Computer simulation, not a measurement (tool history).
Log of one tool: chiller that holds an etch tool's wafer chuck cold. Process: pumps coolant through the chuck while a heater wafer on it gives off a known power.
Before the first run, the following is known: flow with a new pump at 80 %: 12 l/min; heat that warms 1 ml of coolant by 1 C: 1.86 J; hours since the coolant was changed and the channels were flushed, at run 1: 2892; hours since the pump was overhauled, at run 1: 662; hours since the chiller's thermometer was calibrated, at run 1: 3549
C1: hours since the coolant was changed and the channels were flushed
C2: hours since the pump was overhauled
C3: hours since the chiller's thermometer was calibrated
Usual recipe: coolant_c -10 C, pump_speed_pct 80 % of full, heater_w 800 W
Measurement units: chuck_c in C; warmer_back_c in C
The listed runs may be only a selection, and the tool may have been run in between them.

{"run": 1, "hour": 0.0, "coolant_c": -10, "pump_speed_pct": 80, "heater_w": 800, "C1": 2892, "C2": 662, "C3": 3549, "chuck_c": -2.3, "warmer_back_c": 2.17}
{"run": 2, "hour": 59.7, "coolant_c": -10, "pump_speed_pct": 80, "heater_w": 800, "C1": 2952, "C2": 722, "C3": 3609, "chuck_c": -2.1, "warmer_back_c": 2.17}
{"run": 3, "hour": 131.0, "coolant_c": -10, "pump_speed_pct": 80, "heater_w": 800, "C1": 3023, "C2": 793, "C3": 3680, "chuck_c": -2.1, "warmer_back_c": 2.23}
{"run": 4, "hour": 189.7, "coolant_c": -10, "pump_speed_pct": 82, "heater_w": 800, "C1": 3082, "C2": 852, "C3": 3739, "chuck_c": -2.3, "warmer_back_c": 2.11}
{"run": 5, "hour": 276.2, "coolant_c": -10, "pump_speed_pct": 82, "heater_w": 800, "C1": 3169, "C2": 938, "C3": 3826, "chuck_c": -2, "warmer_back_c": 2.15}
{"run": 6, "hour": 328.0, "coolant_c": -10, "pump_speed_pct": 82, "heater_w": 800, "C1": 3220, "C2": 990, "C3": 3877, "chuck_c": -2.2, "warmer_back_c": 2.17}
{"run": 7, "hour": 376.4, "coolant_c": -10, "pump_speed_pct": 80, "heater_w": 965, "C1": 3269, "C2": 1039, "C3": 3926, "chuck_c": -0.3, "warmer_back_c": 2.67}
{"run": 8, "hour": 425.3, "coolant_c": -10, "pump_speed_pct": 80, "heater_w": 800, "C1": 3318, "C2": 1087, "C3": 3975, "chuck_c": -1.9, "warmer_back_c": 2.23}
{"run": 9, "hour": 487.4, "coolant_c": -10, "pump_speed_pct": 80, "heater_w": 616, "C1": 3380, "C2": 1150, "C3": 4037, "chuck_c": -4, "warmer_back_c": 1.72}
{"run": 10, "hour": 551.7, "coolant_c": -13, "pump_speed_pct": 80, "heater_w": 800, "C1": 3444, "C2": 1214, "C3": 4101, "chuck_c": -4.9, "warmer_back_c": 2.21}
{"run": 11, "hour": 606.7, "coolant_c": -13, "pump_speed_pct": 69, "heater_w": 800, "C1": 3499, "C2": 1269, "C3": 4156, "chuck_c": -4.2, "warmer_back_c": 2.6}
{"run": 12, "hour": 696.1, "coolant_c": -10, "pump_speed_pct": 80, "heater_w": 800, "C1": 3588, "C2": 1358, "C3": 4245, "chuck_c": -1.9, "warmer_back_c": 2.17}
{"run": 13, "hour": 770.3, "coolant_c": -10, "pump_speed_pct": 80, "heater_w": 800, "C1": 3663, "C2": 1433, "C3": 4320, "chuck_c": -2, "warmer_back_c": 2.19}
{"run": 14, "hour": 850.0, "coolant_c": -10, "pump_speed_pct": 80, "heater_w": 724, "C1": 3742, "C2": 1512, "C3": 4399, "chuck_c": -2.8, "warmer_back_c": 2.04}
{"run": 15, "hour": 944.9, "coolant_c": -10, "pump_speed_pct": 80, "heater_w": 724, "C1": 3837, "C2": 1607, "C3": 4494, "chuck_c": -2.7, "warmer_back_c": 2.03}
{"run": 16, "hour": 1026.4, "coolant_c": -10, "pump_speed_pct": 80, "heater_w": 800, "C1": 3919, "C2": 1689, "C3": 4576, "chuck_c": -1.9, "warmer_back_c": 2.24}
{"run": 17, "hour": 1123.0, "coolant_c": -4, "pump_speed_pct": 71, "heater_w": 791, "C1": 4015, "C2": 1785, "C3": 4672, "chuck_c": 4.8, "warmer_back_c": 2.51}
{"run": 18, "hour": 1206.6, "coolant_c": -4, "pump_speed_pct": 71, "heater_w": 791, "C1": 4099, "C2": 1869, "C3": 4756, "chuck_c": 4.9, "warmer_back_c": 2.53}
{"hour": 1216.8, "done": "chiller's thermometer calibrated"}
{"run": 19, "hour": 1284.3, "coolant_c": -20, "pump_speed_pct": 71, "heater_w": 414, "C1": 4176, "C2": 1946, "C3": 68, "chuck_c": -15.9, "warmer_back_c": 1.4}
{"run": 20, "hour": 1332.2, "coolant_c": -19, "pump_speed_pct": 96, "heater_w": 780, "C1": 4224, "C2": 1993, "C3": 115, "chuck_c": -12, "warmer_back_c": 1.84}
{"run": 21, "hour": 1407.4, "coolant_c": -9, "pump_speed_pct": 67, "heater_w": 532, "C1": 4299, "C2": 2069, "C3": 191, "chuck_c": -3.4, "warmer_back_c": 1.8}
{"hour": 1445.3, "done": "chiller's thermometer calibrated, once more"}
{"run": 22, "hour": 1470.5, "coolant_c": -9, "pump_speed_pct": 67, "heater_w": 532, "C1": 4361, "C2": 2131, "C3": 25, "chuck_c": -2.3, "warmer_back_c": 1.81}
{"run": 23, "hour": 1530.6, "coolant_c": -13, "pump_speed_pct": 80, "heater_w": 736, "C1": 4421, "C2": 2191, "C3": 85, "chuck_c": -4.7, "warmer_back_c": 2.05}
{"run": 24, "hour": 1625.2, "coolant_c": -13, "pump_speed_pct": 80, "heater_w": 736, "C1": 4516, "C2": 2285, "C3": 180, "chuck_c": -4.6, "warmer_back_c": 2.14}
{"run": 25, "hour": 1693.8, "coolant_c": -9, "pump_speed_pct": 73, "heater_w": 621, "C1": 4584, "C2": 2354, "C3": 249, "chuck_c": -1.5, "warmer_back_c": 1.98}
{"run": 26, "hour": 1742.3, "coolant_c": -10, "pump_speed_pct": 80, "heater_w": 466, "C1": 4633, "C2": 2403, "C3": 297, "chuck_c": -4.8, "warmer_back_c": 1.36}
{"run": 27, "hour": 1799.2, "coolant_c": -2, "pump_speed_pct": 63, "heater_w": 934, "C1": 4690, "C2": 2459, "C3": 354, "chuck_c": 10.3, "warmer_back_c": 3.37}
{"run": 28, "hour": 1855.7, "coolant_c": -2, "pump_speed_pct": 63, "heater_w": 934, "C1": 4746, "C2": 2516, "C3": 410, "chuck_c": 10.5, "warmer_back_c": 3.5}
{"run": 29, "hour": 1928.9, "coolant_c": -2, "pump_speed_pct": 63, "heater_w": 934, "C1": 4819, "C2": 2589, "C3": 484, "chuck_c": 10.4, "warmer_back_c": 3.48}
{"run": 30, "hour": 2020.5, "coolant_c": -2, "pump_speed_pct": 63, "heater_w": 934, "C1": 4911, "C2": 2681, "C3": 575, "chuck_c": 10.4, "warmer_back_c": 3.43}
{"run": 31, "hour": 2104.8, "coolant_c": -11, "pump_speed_pct": 99, "heater_w": 489, "C1": 4995, "C2": 2765, "C3": 660, "chuck_c": -6, "warmer_back_c": 1.15}

Consider 3 possible next runs. They are alternatives, not a sequence: every one starts from the tool as it was left by run 31. What does each give?
{"run": "A", "hour": 2166.0, "coolant_c": -11, "pump_speed_pct": 93, "heater_w": 793, "C1": 5056, "C2": 2826, "C3": 721, "chuck_c": "?", "warmer_back_c": "?"}
{"run": "B", "hour": 2166.0, "coolant_c": -7, "pump_speed_pct": 94, "heater_w": 431, "C1": 5056, "C2": 2826, "C3": 721, "chuck_c": "?", "warmer_back_c": "?"}
{"run": "C", "hour": 2166.0, "coolant_c": -11, "pump_speed_pct": 80, "heater_w": 489, "C1": 5056, "C2": 2826, "C3": 721, "chuck_c": "?", "warmer_back_c": "?"}

run=A chuck_c=-2.5 warmer_back_c=2.01
run=B chuck_c=-2.4 warmer_back_c=1.08
run=C chuck_c=-5.5 warmer_back_c=1.42
Stripped of hidden state, with their random variation kept, the same runs would have yielded:
run=A chuck_c=-4.2 warmer_back_c=1.85
run=B chuck_c=-3.2 warmer_back_c=1
run=C chuck_c=-6.6 warmer_back_c=1.31
